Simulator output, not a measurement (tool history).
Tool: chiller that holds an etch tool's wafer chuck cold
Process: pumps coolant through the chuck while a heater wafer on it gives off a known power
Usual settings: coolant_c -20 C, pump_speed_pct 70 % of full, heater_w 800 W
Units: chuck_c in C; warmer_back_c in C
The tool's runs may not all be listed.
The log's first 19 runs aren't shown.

run,hour,coolant_c,pump_speed_pct,heater_w,hours since the coolant was changed and the channels were flushed,hours since the pump was overhauled,hours since the chiller's thermometer was calibrated,chuck_c,warmer_back_c
20,2215.6,-26,89,1046,772,5937,4671,-19.97,2.37
21,2311.3,-11,92,666,868,6033,4767,-7.14,1.5
22,2412.2,-11,92,666,969,6134,4868,-7.22,1.45
23,2482.7,-11,92,666,1039,6204,4938,-7.25,1.51
24,2561.7,-11,92,666,1118,6283,5017,-7.22,1.48
25,2666.8,-27,94,666,1223,6388,5122,-23.24,1.4
26,2788.6,-27,84,1139,1345,6510,5244,-20.07,2.68
27,2930.5,-27,79,1139,1487,6652,5386,-19.96,2.87
# hour 2975.3: chiller's thermometer calibrated
28,3062,-27,79,1139,1618,6782,87,-19.92,2.88
29,3207.1,-27,79,1139,1763,6927,232,-19.82,2.86
30,3332.6,-13,70,882,1888,7053,357,-6.86,2.49
31,3473.4,-27,90,818,2029,7194,498,-22.06,1.81
32,3617.5,-20,92,660,2173,7338,642,-16.31,1.44

3 ways to go on from here, each from the tool as it stands after run 32. What would each give?
A,3728.4,-20,94,660,2284,7449,753,?,?
B,3728.4,-20,92,476,2284,7449,753,?,?
C,3728.4,-11,92,561,2284,7449,753,?,?

run,chuck_c,warmer_back_c
A,-16.11,1.4
B,-17.11,1.03
C,-7.71,1.2
Without the tool's hidden state the same runs would have given:
run,chuck_c,warmer_back_c
A,-16.52,1.39
B,-17.52,1.02
C,-8.12,1.2
